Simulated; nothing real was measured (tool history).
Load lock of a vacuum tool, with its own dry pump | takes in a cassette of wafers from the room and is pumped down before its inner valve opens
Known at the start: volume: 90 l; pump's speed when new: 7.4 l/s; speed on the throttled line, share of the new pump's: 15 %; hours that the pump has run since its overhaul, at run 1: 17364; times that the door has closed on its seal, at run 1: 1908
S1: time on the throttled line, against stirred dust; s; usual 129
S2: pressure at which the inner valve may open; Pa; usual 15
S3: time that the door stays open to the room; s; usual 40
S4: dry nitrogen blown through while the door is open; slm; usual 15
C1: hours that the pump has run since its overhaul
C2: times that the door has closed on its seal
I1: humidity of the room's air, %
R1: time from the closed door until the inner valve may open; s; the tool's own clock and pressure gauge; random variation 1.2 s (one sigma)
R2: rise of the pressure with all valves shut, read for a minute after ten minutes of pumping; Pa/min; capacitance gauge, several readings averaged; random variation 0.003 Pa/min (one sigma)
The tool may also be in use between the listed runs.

run 1 day=0.000 | S1=129 S2=15 S3=40 S4=15 | C1=17364 C2=1908 | I1=46.2 | R1=232.1 R2=0.020
run 2 day=7.879 | S1=129 S2=15 S3=40 S4=15 | C1=17554 C2=2111 | I1=45.8 | R1=229.8 R2=0.028
run 3 day=13.262 | S1=129 S2=15 S3=40 S4=15 | C1=17683 C2=2249 | I1=46.1 | R1=229.8 R2=0.025
run 4 day=23.267 | S1=129 S2=15 S3=40 S4=15 | C1=17923 C2=2506 | I1=42.5 | R1=230.7 R2=0.035
run 5 day=30.608 | S1=129 S2=15 S3=40 S4=15 | C1=18099 C2=2695 | I1=46.0 | R1=228.0 R2=0.034
run 6 day=35.708 | S1=212 S2=15 S3=40 S4=15 | C1=18221 C2=2826 | I1=43.8 | R1=301.3 R2=0.036
run 7 day=40.617 | S1=212 S2=15 S3=40 S4=15 | C1=18339 C2=2952 | I1=47.1 | R1=297.6 R2=0.038
run 8 day=50.633 | S1=129 S2=15 S3=55 S4=15 | C1=18580 C2=3209 | I1=43.9 | R1=231.5 R2=0.039
run 9 day=59.867 | S1=129 S2=11 S3=40 S4=15 | C1=18801 C2=3447 | I1=43.9 | R1=238.8 R2=0.035
run 10 day=65.254 | S1=129 S2=15 S3=40 S4=26 | C1=18931 C2=3585 | I1=46.2 | R1=232.8 R2=0.039
run 11 day=74.621 | S1=129 S2=15 S3=40 S4=21 | C1=19155 C2=3826 | I1=43.5 | R1=232.3 R2=0.038
run 12 day=84.417 | S1=129 S2=15 S3=40 S4=5 | C1=19390 C2=4078 | I1=44.8 | R1=232.9 R2=0.054
run 13 day=94.112 | S1=129 S2=15 S3=40 S4=5 | C1=19623 C2=4327 | I1=47.1 | R1=230.2 R2=0.056
run 14 day=101.183 | S1=129 S2=15 S3=40 S4=5 | C1=19793 C2=4509 | I1=42.2 | R1=234.7 R2=0.050
run 15 day=109.946 | S1=112 S2=15 S3=40 S4=15 | C1=20003 C2=4734 | I1=44.4 | R1=218.4 R2=0.050
run 16 day=118.042 | S1=112 S2=15 S3=40 S4=15 | C1=20197 C2=4942 | I1=41.2 | R1=217.1 R2=0.050
run 17 day=123.883 | S1=129 S2=15 S3=40 S4=15 | C1=20338 C2=5092 | I1=45.1 | R1=233.3 R2=0.050
run 18 day=132.829 | S1=129 S2=15 S3=40 S4=15 | C1=20552 C2=5322 | I1=47.2 | R1=235.4 R2=0.054
run 19 day=140.858 | S1=244 S2=15 S3=40 S4=4 | C1=20745 C2=5528 | I1=44.6 | R1=327.7 R2=0.060
run 20 day=150.729 | S1=129 S2=15 S3=33 S4=15 | C1=20982 C2=5782 | I1=40.2 | R1=233.4 R2=0.056
run 21 day=157.412 | S1=126 S2=13 S3=63 S4=7 | C1=21142 C2=5954 | I1=46.4 | R1=233.0 R2=0.067
run 22 day=161.546 | S1=126 S2=13 S3=108 S4=7 | C1=21242 C2=6060 | I1=43.1 | R1=233.8 R2=0.080
run 23 day=167.746 | S1=88 S2=14 S3=231 S4=5 | C1=21390 C2=6219 | I1=46.7 | R1=201.6 R2=0.104
run 24 day=175.717 | S1=88 S2=14 S3=231 S4=5 | C1=21582 C2=6424 | I1=46.0 | R1=201.3 R2=0.104
run 25 day=184.875 | S1=88 S2=14 S3=231 S4=5 | C1=21801 C2=6659 | I1=45.0 | R1=201.0 R2=0.109
run 26 day=189.433 | S1=88 S2=14 S3=231 S4=5 | C1=21911 C2=6777 | I1=46.4 | R1=202.0 R2=0.113
-- day=195.112 dry pump taken out, an overhauled one fitted
run 27 day=196.112 | S1=131 S2=16 S3=228 S4=30 | C1=24 C2=6942 | I1=45.5 | R1=219.2 R2=0.082
run 28 day=204.146 | S1=116 S2=10 S3=74 S4=41 | C1=217 C2=7148 | I1=46.8 | R1=211.7 R2=0.075
run 29 day=213.817 | S1=222 S2=15 S3=40 S4=15 | C1=449 C2=7397 | I1=47.6 | R1=295.1 R2=0.073
run 30 day=219.233 | S1=222 S2=15 S3=40 S4=15 | C1=579 C2=7536 | I1=45.5 | R1=296.9 R2=0.076
run 31 day=228.504 | S1=222 S2=15 S3=40 S4=15 | C1=801 C2=7774 | I1=45.0 | R1=299.1 R2=0.076
run 32 day=233.071 | S1=129 S2=22 S3=40 S4=5 | C1=911 C2=7892 | I1=42.6 | R1=210.8 R2=0.087
run 33 day=242.704 | S1=129 S2=22 S3=40 S4=5 | C1=1142 C2=8139 | I1=50.1 | R1=213.6 R2=0.089
run 34 day=248.992 | S1=250 S2=15 S3=119 S4=15 | C1=1293 C2=8301 | I1=43.3 | R1=320.5 R2=0.093
run 35 day=258.017 | S1=129 S2=12 S3=40 S4=15 | C1=1510 C2=8533 | I1=44.0 | R1=221.5 R2=0.080
run 36 day=264.533 | S1=115 S2=16 S3=35 S4=12 | C1=1666 C2=8700 | I1=45.9 | R1=206.0 R2=0.087

4 ways to go on from here, each from the tool as it stands after run 36. What would each give?
run A day=273.867 | S1=177 S2=16 S3=35 S4=8 | C1=1890 C2=8940 | I1=43.5 | R1=? R2=?
run B day=273.867 | S1=129 S2=15 S3=58 S4=15 | C1=1890 C2=8940 | I1=42.5 | R1=? R2=?
run C day=273.867 | S1=115 S2=16 S3=35 S4=5 | C1=1890 C2=8940 | I1=43.4 | R1=? R2=?
run D day=273.867 | S1=129 S2=15 S3=40 S4=6 | C1=1890 C2=8940 | I1=44.6 | R1=? R2=?

run=A R1=259.3 R2=0.090
run=B R1=218.9 R2=0.094
run=C R1=207.4 R2=0.095
run=D R1=222.0 R2=0.092
Without the tool's hidden state the same runs would have given:
run=A R1=257.6 R2=0.016
run=B R1=216.8 R2=0.019
run=C R1=205.5 R2=0.019
run=D R1=219.9 R2=0.017

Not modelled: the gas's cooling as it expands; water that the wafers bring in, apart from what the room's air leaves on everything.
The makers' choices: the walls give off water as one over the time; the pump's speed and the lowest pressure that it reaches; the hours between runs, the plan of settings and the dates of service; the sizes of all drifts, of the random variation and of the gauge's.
